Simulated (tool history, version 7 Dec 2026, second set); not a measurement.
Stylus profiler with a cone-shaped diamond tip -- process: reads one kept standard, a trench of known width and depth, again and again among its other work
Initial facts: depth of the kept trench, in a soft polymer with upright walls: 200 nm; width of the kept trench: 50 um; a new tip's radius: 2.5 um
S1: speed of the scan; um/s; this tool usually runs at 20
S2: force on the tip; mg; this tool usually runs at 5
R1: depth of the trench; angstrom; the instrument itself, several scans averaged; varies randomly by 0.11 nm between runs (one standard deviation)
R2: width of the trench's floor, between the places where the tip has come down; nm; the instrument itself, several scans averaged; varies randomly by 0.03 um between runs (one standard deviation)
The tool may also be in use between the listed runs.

run	hour	S1	S2	R1	R2
1	0	20	5	2036.5	47840
2	16.4	20	5	2036.3	47830
3	33.6	20	5	2033.1	47830
4	50.5	20	3.84	2028.1	47830
5	77	20	3.84	2029.3	47830
6	100.6	20	5	2036.1	47800
7	123.7	29	5	2034.5	47780
8	151.1	29	5	2032.4	47840
9	171.3	76	5	2034.3	47710
10	188.6	76	5	2035.9	47710
11	216.6	76	5	2034.4	47670
12	230.8	76	5	2033.4	47650
13	245.2	20	10.73	2060.4	47840
14	262.4	20	10.73	2059.6	47820
15	282.6	20	10.73	2061.5	47750
16	312.4	10	5	2033.1	47780
17	339.2	10	5	2033.8	47760
18	357.7	10	5	2032.6	47780
19	378.6	20	11.58	2063.8	47790
20	412.3	20	5	2032	47720
21	434.1	20	5	2031.6	47750
22	452.8	20	5	2030	47640
23	483.9	46	5	2031.9	47650
24	513.3	29	2.88	2022.1	47700
25	543.2	20	2.42	2015	47680
26	560.1	20	2.42	2017.9	47700
27	592.9	20	2.42	2017.2	47710
28	626.3	7	4.99	2031.4	47770
29	655	16	6.78	2040.7	47710
30	673.2	25	6.78	2039.7	47700
31	695.2	25	6.78	2040.3	47660
32	728.7	72	9.68	2051.3	47610
# hour 732.1: height scale calibrated on a step standard
33	759.3	72	9.68	2047.8	47630
34	782.7	72	9.68	2047.5	47600
35	802.4	17	1.87	2007	47640
36	823	77	3.65	2018.1	47480
37	848.1	14	9.06	2045.3	47650
38	867.1	6	4.03	2021.3	47630
39	898.2	6	4.03	2021.6	47660
# hour 916.6: height scale calibrated on a step standard, once more
40	919.5	6	4.03	2031.9	47650
41	937.8	6	4.03	2034	47620
42	964.7	6	4.03	2032.3	47620
43	995.1	6	4.03	2031.8	47570
44	1025.9	20	1.84	2016.5	47590
45	1040.2	20	1.84	2020.1	47540
46	1070.3	65	2.2	2021.9	47440

Forecast each of these 4 alternatives for the next run:
A	1091.6	57	3.71	?	?
B	1091.6	20	12.23	?	?
C	1091.6	38	1.75	?	?
D	1091.6	13	3.85	?	?

run	R1	R2
A	2030.3	47470
B	2069.2	47530
C	2018	47450
D	2029.3	47610
Without the tool's unlogged condition, the same runs would have read:
run	R1	R2
A	2032.3	47900
B	2071.3	47970
C	2020	47880
D	2031.3	48050
